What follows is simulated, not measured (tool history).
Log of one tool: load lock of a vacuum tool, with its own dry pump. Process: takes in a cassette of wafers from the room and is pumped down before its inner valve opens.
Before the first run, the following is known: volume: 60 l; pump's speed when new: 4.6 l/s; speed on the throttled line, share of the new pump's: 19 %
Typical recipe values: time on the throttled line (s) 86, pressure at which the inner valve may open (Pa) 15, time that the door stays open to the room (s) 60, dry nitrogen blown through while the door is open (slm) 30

run,hour,time on the throttled line (s),pressure at which the inner valve may open (Pa),time that the door stays open to the room (s),dry nitrogen blown through while the door is open (slm),"incoming humidity of the room's air, %",time from the closed door until the inner valve may open (s),rise of the pressure with all valves shut (Pa/min)
1,0.0,86,15,60,30,43.9,188.9,0.015
2,139.0,81,15,60,30,44.3,182.1,0.014
3,294.2,86,15,60,30,43.9,186.3,0.015
4,474.9,86,15,60,30,41.6,187.5,0.017
5,643.8,86,15,60,30,44.2,187.9,0.016
6,926.2,86,15,60,30,44.1,186.5,0.017
7,1182.5,86,21,60,30,43.9,183.4,0.019
8,1372.9,86,15,60,30,45.5,186.8,0.017
9,1606.7,86,15,60,30,44.4,189.1,0.016
10,1735.0,86,15,60,30,47.0,187.3,0.019
11,1987.9,86,15,60,30,43.1,185.5,0.014
12,2257.3,86,15,60,30,46.3,186.9,0.013
13,2528.7,86,15,60,30,45.9,187.5,0.014
14,2737.7,86,15,204,30,41.6,187.4,0.036
15,2944.0,86,15,204,30,41.2,187.2,0.033
16,3128.8,86,15,60,30,44.2,187.5,0.020
17,3254.5,86,15,60,30,47.3,184.3,0.016
18,3497.3,86,15,60,30,46.2,185.0,0.019
19,3733.3,86,15,60,30,46.9,188.2,0.016
20,3965.5,78,15,133,30,44.3,180.4,0.027
21,4144.8,78,15,133,30,48.3,180.5,0.024
22,4362.6,86,15,60,6,43.8,187.6,0.035
23,4553.7,86,15,60,6,41.3,185.4,0.025
24,4829.0,97,15,60,13,43.9,194.6,0.029
25,5053.9,143,15,62,40,44.0,230.3,0.010
26,5247.8,157,11,136,5,47.0,248.1,0.060
27,5476.5,57,11,210,5,44.6,168.8,0.073
28,5724.3,131,11,35,5,44.1,227.2,0.019
29,5851.7,131,11,35,5,44.4,226.8,0.032
30,6010.4,131,11,35,5,45.6,225.3,0.029
31,6134.5,131,11,35,31,47.3,228.5,0.005
32,6414.6,57,17,60,7,43.8,161.7,0.037
33,6567.3,86,14,132,30,44.1,186.2,0.028
34,6797.1,86,12,95,30,45.4,190.8,0.022
35,6984.3,71,15,34,30,47.0,173.9,0.013
36,7197.5,71,15,34,30,44.3,175.4,0.013
37,7431.0,85,15,189,30,43.1,184.5,0.033
38,7676.7,85,15,189,30,47.3,185.5,0.031

Put back what was entered between runs (1 entry, withheld): which listed runs does each sit between, and how does the hidden state differ from the listed run before to the listed run after?
Between runs 16 and 17: dry pump taken out, an overhauled one fitted (hour 3179.5)
  pump's speed, % of a new pump's: 99.7 -> 100
